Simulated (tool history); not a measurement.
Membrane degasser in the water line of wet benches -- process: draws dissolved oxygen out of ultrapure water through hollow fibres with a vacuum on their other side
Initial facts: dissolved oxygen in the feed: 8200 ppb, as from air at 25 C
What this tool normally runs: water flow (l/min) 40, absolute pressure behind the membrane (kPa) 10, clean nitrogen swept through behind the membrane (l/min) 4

run,day,water flow (l/min),absolute pressure behind the membrane (kPa),clean nitrogen swept through behind the membrane (l/min),dissolved oxygen in the water behind the degasser (ppb),pressure that the water loses in the fibres (kPa)
1,0,40,10,4,176.4,61.98
2,2.421,40,10,4,178,61.94
3,4.379,28,10,4,124.5,43.2
4,7.746,31,10,4,137,47.89
5,11.379,31,10,4,136.5,48.02
6,14.329,40,10,4,180.7,62.18
7,18.054,40,10,4,179.4,61.53
8,21.804,40,10,4,178.1,61.58
9,25.604,40,10,4,186.4,62.55
10,28.479,40,10,4,187.4,61.89
11,32.038,40,10,4,188.5,62.37
12,33.875,56,10,4,245.6,86.95
13,36.617,56,10,4,245,87.34
14,38.812,56,10,4,248.4,87.15
15,41.771,40,10,4,166.3,62.28
16,45.242,24,10,4,103,37.45
17,48.496,24,10,4,103,37.47
18,52.904,24,9.3,5.2,72.3,37.05
19,56.783,51,9.3,1.65,402,79.66
20,60.058,40,10,6.4,106.7,62.54
21,61.908,40,10,6.4,106.5,62.38
22,64.338,40,11,4,191.4,62.62
23,66.567,40,17.5,4,334.4,62.18
24,71.096,56,6.1,6.51,93,87.08
25,74.925,56,6.1,6.51,92.6,87.76
26,78.792,56,7.1,4.04,156.2,87.83
27,81.321,56,7.1,4.04,154.4,87.46
28,84.029,56,7.1,4.04,158.3,87.17
29,88.496,32,6.4,5.84,45.2,49.99
30,91.346,32,6.4,5.84,44.8,50.17
31,94.804,34,10.1,5.84,99.3,53.76
32,98.312,34,10.1,5.84,99.5,53.41
33,102.804,34,10.1,5.84,98.3,53.21

Put back what was entered between runs (3 entries, withheld): which listed runs does each sit between, and how does the hidden state differ from the listed run before to the listed run after?
In the gap between runs 8 and 9: vacuum gauge calibrated (day 25.096)
  membrane still open, %: 98.5 -> 98.4; true pressure behind the membrane over the reading, kPa: 0.55 -> 0.87; air that leaks in behind the membrane, l/min: 0.0381 -> 0.0385
  measured minus no-state result, dissolved oxygen in the water behind the degasser (ppb): +16.6 -> +24.2; pressure that the water loses in the fibres (kPa): +0.92 -> +0.97
In the gap between runs 11 and 12: vacuum gauge calibrated, once more (day 33.683)
  true pressure behind the membrane over the reading, kPa: 0.89 -> -0.01; air that leaks in behind the membrane, l/min: 0.0395 -> 0.0397
  measured minus no-state result, dissolved oxygen in the water behind the degasser (ppb): +24.9 -> +5.3; pressure that the water loses in the fibres (kPa): +1.04 -> +1.47
In the gap between runs 18 and 19: seals of the vacuum lines changed (day 53.642)
  true pressure behind the membrane over the reading, kPa: 0.03 -> 0.04; air that leaks in behind the membrane, l/min: 0.0424 -> 0.0023
  measured minus no-state result, dissolved oxygen in the water behind the degasser (ppb): +3.6 -> +4.6; pressure that the water loses in the fibres (kPa): +0.75 -> +1.62
